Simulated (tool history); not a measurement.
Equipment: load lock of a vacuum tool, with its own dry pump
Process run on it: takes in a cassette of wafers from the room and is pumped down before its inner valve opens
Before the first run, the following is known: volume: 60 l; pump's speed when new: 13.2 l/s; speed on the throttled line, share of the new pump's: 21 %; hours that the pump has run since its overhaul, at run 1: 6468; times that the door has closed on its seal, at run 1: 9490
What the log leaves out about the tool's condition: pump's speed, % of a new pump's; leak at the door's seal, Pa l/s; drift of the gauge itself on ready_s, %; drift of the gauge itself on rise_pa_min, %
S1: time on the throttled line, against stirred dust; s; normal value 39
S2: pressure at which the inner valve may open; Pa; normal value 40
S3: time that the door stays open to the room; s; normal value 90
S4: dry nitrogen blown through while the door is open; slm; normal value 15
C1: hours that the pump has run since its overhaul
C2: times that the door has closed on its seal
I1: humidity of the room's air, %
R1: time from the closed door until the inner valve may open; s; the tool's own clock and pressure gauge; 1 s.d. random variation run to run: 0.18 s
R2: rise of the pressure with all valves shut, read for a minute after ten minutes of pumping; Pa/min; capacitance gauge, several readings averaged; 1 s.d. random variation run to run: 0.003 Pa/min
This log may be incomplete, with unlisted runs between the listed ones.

| run | day | S1 | S2 | S3 | S4 | C1 | C2 | I1 | R1 | R2 |
|---|---|---|---|---|---|---|---|---|---|---|
| 1 | 0 | 39 | 40 | 90 | 15 | 6468 | 9490 | 43.6 | 66.2 | 0.022 |
| 2 | 2.679 | 39 | 40 | 90 | 29 | 6533 | 9660 | 44 | 66.1 | 0.007 |
| 3 | 5.829 | 39 | 40 | 90 | 29 | 6608 | 9859 | 45.5 | 66.7 | 0.014 |
| 4 | 8.162 | 39 | 40 | 90 | 29 | 6664 | 10007 | 43.4 | 66.4 | 0.013 |
| 5 | 12.208 | 39 | 40 | 90 | 29 | 6761 | 10263 | 47.3 | 66.3 | 0.015 |
| 6 | 15.475 | 39 | 40 | 90 | 15 | 6840 | 10469 | 46.9 | 66.4 | 0.022 |
| 7 | 19.121 | 39 | 40 | 98 | 15 | 6927 | 10700 | 43.4 | 66.2 | 0.023 |
| 8 | 21.625 | 39 | 40 | 90 | 15 | 6987 | 10859 | 45.2 | 66.4 | 0.022 |
| 9 | 23.446 | 39 | 40 | 90 | 15 | 7031 | 10974 | 42.9 | 66.3 | 0.025 |
| 10 | 25.462 | 39 | 41 | 114 | 15 | 7079 | 11102 | 44 | 66.4 | 0.026 |
| 11 | 29.529 | 45 | 40 | 90 | 15 | 7177 | 11359 | 42.4 | 71.1 | 0.022 |
| 12 | 33.279 | 39 | 40 | 45 | 10 | 7267 | 11596 | 43.3 | 66.1 | 0.017 |
| 13 | 36.033 | 39 | 29 | 70 | 5 | 7333 | 11771 | 43.1 | 67.9 | 0.03 |
| 14 | 40.246 | 39 | 48 | 61 | 35 | 7434 | 12037 | 45.4 | 65.4 | 0.01 |
| 15 | 41.988 | 22 | 40 | 58 | 6 | 7476 | 12148 | 44.7 | 52.9 | 0.027 |
| 16 | 45.892 | 50 | 43 | 224 | 21 | 7570 | 12395 | 43.9 | 74.8 | 0.029 |
| 17 | 48.008 | 50 | 43 | 224 | 21 | 7621 | 12529 | 44.5 | 75.1 | 0.027 |

Consider 3 possible next runs. They are alternatives, not a sequence: every one starts from the tool as it was left by run 17. What does each give?
| A | 50.225 | 39 | 40 | 46 | 15 | 7674 | 12669 | 45 | ? | ? |
| B | 50.225 | 39 | 40 | 26 | 15 | 7674 | 12669 | 46.7 | ? | ? |
| C | 50.225 | 50 | 43 | 59 | 10 | 7674 | 12669 | 43.9 | ? | ? |

| run | R1 | R2 |
|---|---|---|
| A | 66.7 | 0.013 |
| B | 66.6 | 0.009 |
| C | 74.9 | 0.024 |
Without the tool's unlogged condition, the same runs would have read:
| run | R1 | R2 |
|---|---|---|
| A | 66.7 | 0.013 |
| B | 66.6 | 0.009 |
| C | 74.9 | 0.024 |
